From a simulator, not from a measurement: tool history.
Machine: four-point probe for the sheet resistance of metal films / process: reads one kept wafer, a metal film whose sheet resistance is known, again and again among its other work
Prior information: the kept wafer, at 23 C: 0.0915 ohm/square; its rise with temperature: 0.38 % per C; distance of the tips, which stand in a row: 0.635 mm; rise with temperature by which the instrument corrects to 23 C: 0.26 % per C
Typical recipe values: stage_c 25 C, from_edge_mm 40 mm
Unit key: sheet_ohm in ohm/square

run	hour	stage_c	from_edge_mm	sheet_ohm
1	0.0	25	40	0.091242
2	68.5	25	40	0.091345
3	178.9	30	40	0.091980
4	291.5	30	40	0.092022
5	376.9	30	21	0.092167
6	460.8	23	21	0.091443
7	557.2	25	40	0.091684
8	628.7	25	40	0.091768
9	738.1	25	40	0.091853
10	806.9	25	40	0.091868
11	909.3	25	40	0.091982
12	1022.3	25	40	0.092035
13	1099.6	21	40	0.091634
# hour 1200.9: new probe head fitted
14	1214.1	25	40	0.092055
15	1287.4	23	40	0.091853
16	1342.6	23	40	0.091882
17	1416.8	23	40	0.091953
18	1467.4	23	40	0.091982
19	1535.7	23	10	0.092248
20	1626.2	31	7	0.093432
21	1740.9	22	67	0.092087
22	1813.1	25	13	0.092589
23	1879.6	25	13	0.092642
24	1973.5	25	13	0.092704

Forecast run 25:
25	2048.9	29	4	?

{"run 25": {"sheet_ohm": 0.094312}}
The same run, on a tool lacking any hidden state, would have yielded sheet_ohm 0.093386 ohm/square.
